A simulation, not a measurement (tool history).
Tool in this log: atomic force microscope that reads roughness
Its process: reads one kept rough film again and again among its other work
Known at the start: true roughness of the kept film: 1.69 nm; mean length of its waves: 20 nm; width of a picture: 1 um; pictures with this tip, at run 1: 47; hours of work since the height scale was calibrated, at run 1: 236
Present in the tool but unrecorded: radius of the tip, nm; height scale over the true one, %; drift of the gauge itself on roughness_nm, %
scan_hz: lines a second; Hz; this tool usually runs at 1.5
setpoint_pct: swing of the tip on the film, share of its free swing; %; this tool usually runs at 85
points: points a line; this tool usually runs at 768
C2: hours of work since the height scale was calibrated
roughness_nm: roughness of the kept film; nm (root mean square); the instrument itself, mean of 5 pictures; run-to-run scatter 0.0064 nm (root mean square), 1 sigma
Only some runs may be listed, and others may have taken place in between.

{"run": 1, "hour": 0.0, "scan_hz": 1.5, "setpoint_pct": 85, "points": 768, "pictures with this tip": 47, "C2": 236, "roughness_nm": 1.238}
{"run": 2, "hour": 16.9, "scan_hz": 1.5, "setpoint_pct": 85, "points": 768, "pictures with this tip": 73, "C2": 247, "roughness_nm": 1.237}
{"run": 3, "hour": 27.9, "scan_hz": 1.5, "setpoint_pct": 85, "points": 768, "pictures with this tip": 89, "C2": 254, "roughness_nm": 1.227}
{"run": 4, "hour": 45.4, "scan_hz": 1.5, "setpoint_pct": 64, "points": 768, "pictures with this tip": 116, "C2": 266, "roughness_nm": 1.413}
{"run": 5, "hour": 54.8, "scan_hz": 3.55, "setpoint_pct": 85, "points": 768, "pictures with this tip": 131, "C2": 272, "roughness_nm": 0.992}
{"run": 6, "hour": 68.5, "scan_hz": 3.55, "setpoint_pct": 85, "points": 768, "pictures with this tip": 152, "C2": 281, "roughness_nm": 0.988}
{"run": 7, "hour": 77.5, "scan_hz": 1.5, "setpoint_pct": 71, "points": 768, "pictures with this tip": 166, "C2": 287, "roughness_nm": 1.362}
{"run": 8, "hour": 92.4, "scan_hz": 1.5, "setpoint_pct": 71, "points": 768, "pictures with this tip": 188, "C2": 296, "roughness_nm": 1.371}
{"run": 9, "hour": 106.4, "scan_hz": 3.03, "setpoint_pct": 85, "points": 768, "pictures with this tip": 210, "C2": 306, "roughness_nm": 1.047}
{"run": 10, "hour": 119.0, "scan_hz": 1.5, "setpoint_pct": 85, "points": 768, "pictures with this tip": 229, "C2": 314, "roughness_nm": 1.243}
{"run": 11, "hour": 131.2, "scan_hz": 1.5, "setpoint_pct": 61, "points": 768, "pictures with this tip": 248, "C2": 322, "roughness_nm": 1.425}
{"run": 12, "hour": 142.3, "scan_hz": 1.5, "setpoint_pct": 82, "points": 719, "pictures with this tip": 265, "C2": 329, "roughness_nm": 1.259}
{"hour": 159.2, "done": "new tip fitted"}
{"run": 13, "hour": 159.5, "scan_hz": 3.23, "setpoint_pct": 76, "points": 433, "pictures with this tip": 0, "C2": 340, "roughness_nm": 1.154}
{"run": 14, "hour": 170.8, "scan_hz": 0.85, "setpoint_pct": 57, "points": 403, "pictures with this tip": 18, "C2": 348, "roughness_nm": 1.453}
{"run": 15, "hour": 188.6, "scan_hz": 0.69, "setpoint_pct": 77, "points": 768, "pictures with this tip": 45, "C2": 359, "roughness_nm": 1.41}
{"run": 16, "hour": 202.0, "scan_hz": 0.66, "setpoint_pct": 77, "points": 768, "pictures with this tip": 65, "C2": 368, "roughness_nm": 1.423}
{"run": 17, "hour": 215.6, "scan_hz": 3.94, "setpoint_pct": 90, "points": 768, "pictures with this tip": 86, "C2": 377, "roughness_nm": 0.878}
{"run": 18, "hour": 236.7, "scan_hz": 3.94, "setpoint_pct": 90, "points": 580, "pictures with this tip": 118, "C2": 391, "roughness_nm": 0.866}
{"run": 19, "hour": 246.4, "scan_hz": 1.35, "setpoint_pct": 88, "points": 768, "pictures with this tip": 133, "C2": 397, "roughness_nm": 1.225}
{"run": 20, "hour": 255.4, "scan_hz": 1.35, "setpoint_pct": 88, "points": 768, "pictures with this tip": 147, "C2": 403, "roughness_nm": 1.224}
{"run": 21, "hour": 273.5, "scan_hz": 3.69, "setpoint_pct": 57, "points": 768, "pictures with this tip": 175, "C2": 415, "roughness_nm": 1.359}

Branching from run 21: 5 alternative next runs. What would each branch give?
{"run": "A", "hour": 286.0, "scan_hz": 1.35, "setpoint_pct": 85, "points": 379, "pictures with this tip": 194, "C2": 423, "roughness_nm": "?"}
{"run": "B", "hour": 286.0, "scan_hz": 2.29, "setpoint_pct": 58, "points": 722, "pictures with this tip": 194, "C2": 423, "roughness_nm": "?"}
{"run": "C", "hour": 286.0, "scan_hz": 2.09, "setpoint_pct": 57, "points": 527, "pictures with this tip": 194, "C2": 423, "roughness_nm": "?"}
{"run": "D", "hour": 286.0, "scan_hz": 2.68, "setpoint_pct": 58, "points": 971, "pictures with this tip": 194, "C2": 423, "roughness_nm": "?"}
{"run": "E", "hour": 286.0, "scan_hz": 0.53, "setpoint_pct": 70, "points": 768, "pictures with this tip": 194, "C2": 423, "roughness_nm": "?"}

run=A roughness_nm=1.251
run=B roughness_nm=1.4
run=C roughness_nm=1.407
run=D roughness_nm=1.389
run=E roughness_nm=1.453
With the hidden condition removed and each run's random variation left untouched, the same runs would have given:
run=A roughness_nm=1.253
run=B roughness_nm=1.402
run=C roughness_nm=1.409
run=D roughness_nm=1.392
run=E roughness_nm=1.455
